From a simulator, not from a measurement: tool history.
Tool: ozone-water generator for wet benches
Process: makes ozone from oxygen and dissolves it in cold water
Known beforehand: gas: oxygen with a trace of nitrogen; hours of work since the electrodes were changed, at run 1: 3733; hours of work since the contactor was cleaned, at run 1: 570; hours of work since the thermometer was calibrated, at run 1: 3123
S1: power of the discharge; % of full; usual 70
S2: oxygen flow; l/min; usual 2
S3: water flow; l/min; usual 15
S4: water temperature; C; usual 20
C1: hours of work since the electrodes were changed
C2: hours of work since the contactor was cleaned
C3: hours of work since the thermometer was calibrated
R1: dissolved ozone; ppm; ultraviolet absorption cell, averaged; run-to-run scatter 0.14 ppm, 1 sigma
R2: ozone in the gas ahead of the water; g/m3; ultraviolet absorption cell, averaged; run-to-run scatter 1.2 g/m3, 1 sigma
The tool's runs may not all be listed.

Run 1, hour 0: usual settings; C1 3733; C2 570; C3 3123. Result: R1 17.1 ppm, R2 224.1 g/m3.
Run 2, hour 137: usual settings; C1 3860; C2 697; C3 3250. Result: R1 17.3 ppm, R2 222.6 g/m3.
Run 3, hour 234.4: usual settings; C1 3950; C2 787; C3 3340. Result: R1 17.4 ppm, R2 223.6 g/m3.
Run 4, hour 357.9: usual settings; C1 4064; C2 901; C3 3454. Result: R1 17.2 ppm, R2 227.2 g/m3.
Run 5, hour 437.3: usual settings but S2 3.23 l/min; C1 4138; C2 975; C3 3528. Result: R1 18.7 ppm, R2 180.3 g/m3.
Run 6, hour 542.3: usual settings but S2 3.23 l/min; C1 4235; C2 1072; C3 3625. Result: R1 19 ppm, R2 179 g/m3.
At hour 668.2: water thermometer calibrated.
Run 7, hour 671.4: usual settings but S2 3.23 l/min; C1 4355; C2 1191; C3 3. Result: R1 19 ppm, R2 179.8 g/m3.
Run 8, hour 740.7: usual settings; C1 4419; C2 1256; C3 67. Result: R1 17.4 ppm, R2 226.7 g/m3.
Run 9, hour 879.7: usual settings; C1 4548; C2 1384; C3 196. Result: R1 17.5 ppm, R2 225.7 g/m3.
Run 10, hour 968.3: usual settings but S1 83 % of full; C1 4630; C2 1467; C3 278. Result: R1 20.4 ppm, R2 266.8 g/m3.
Run 11, hour 1113.4: usual settings but S1 83 % of full; C1 4764; C2 1601; C3 413. Result: R1 20.5 ppm, R2 266.7 g/m3.
Run 12, hour 1214.4: usual settings but S1 83 % of full, S3 9 l/min; C1 4858; C2 1695; C3 506. Result: R1 30.8 ppm, R2 266.7 g/m3.
Run 13, hour 1293.6: usual settings but S4 28 C; C1 4931; C2 1768; C3 580. Result: R1 15.9 ppm, R2 231 g/m3.
Run 14, hour 1415: usual settings but S1 53 % of full, S4 13 C; C1 5044; C2 1881; C3 692. Result: R1 14.4 ppm, R2 177.7 g/m3.
Run 15, hour 1505.9: usual settings but S2 1.2 l/min, S3 19 l/min, S4 13 C; C1 5128; C2 1965; C3 776. Result: R1 12.1 ppm, R2 293.9 g/m3.
Run 16, hour 1590.2: usual settings but S3 13 l/min; C1 5206; C2 2043; C3 854. Result: R1 20 ppm, R2 230.2 g/m3.
At hour 1662.7: gauge calibrated.
Run 17, hour 1720.9: usual settings but S3 13 l/min; C1 5327; C2 2164; C3 975. Result: R1 19.9 ppm, R2 222.6 g/m3.
Run 18, hour 1783.7: usual settings but S3 13 l/min; C1 5385; C2 2222; C3 1034. Result: R1 19.9 ppm, R2 224.9 g/m3.
Run 19, hour 1874.1: usual settings but S3 13 l/min; C1 5469; C2 2306; C3 1117. Result: R1 19.6 ppm, R2 221.2 g/m3.
Run 20, hour 1970.5: usual settings but S1 72 % of full, S3 10 l/min, S4 24 C; C1 5558; C2 2395; C3 1207. Result: R1 23.5 ppm, R2 230.4 g/m3.
Run 21, hour 2083.6: usual settings but S1 78 % of full, S3 21 l/min; C1 5663; C2 2500; C3 1312. Result: R1 13.9 ppm, R2 249 g/m3.
Run 22, hour 2205.1: usual settings but S1 78 % of full, S3 21 l/min; C1 5776; C2 2613; C3 1424. Result: R1 13.9 ppm, R2 249.1 g/m3.
Run 23, hour 2320.5: usual settings but S1 94 % of full, S2 1.94 l/min, S3 9 l/min; C1 5883; C2 2720; C3 1531. Result: R1 34.5 ppm, R2 301 g/m3.
Run 24, hour 2433.9: usual settings but S1 54 % of full, S2 2.27 l/min; C1 5988; C2 2825; C3 1636. Result: R1 14.1 ppm, R2 167.6 g/m3.
Run 25, hour 2531.9: usual settings but S1 95 % of full, S2 1.08 l/min, S3 13 l/min, S4 19 C; C1 6078; C2 2915; C3 1727. Result: R1 22.8 ppm, R2 404.8 g/m3.
Run 26, hour 2591.2: usual settings but S2 1.93 l/min, S4 22 C; C1 6133; C2 2970; C3 1782. Result: R1 16.9 ppm, R2 230.8 g/m3.

Hidden state at the last listed run before each entry between runs and at the first one after, where it differs:
After run 6, before run 7: water thermometer calibrated (hour 668.2)
  drift of the gauge itself on gas_g_m3, %: 0.96 -> 1.19
  measured result minus the result with no hidden state, R2: +1.6 -> +2 g/m3
After run 16, before run 17: gauge calibrated (hour 1662.7)
  drift of the gauge itself on gas_g_m3, %: 2.82 -> 0.1
  measured result minus the result with no hidden state, R2: +6.1 -> +0.1 g/m3
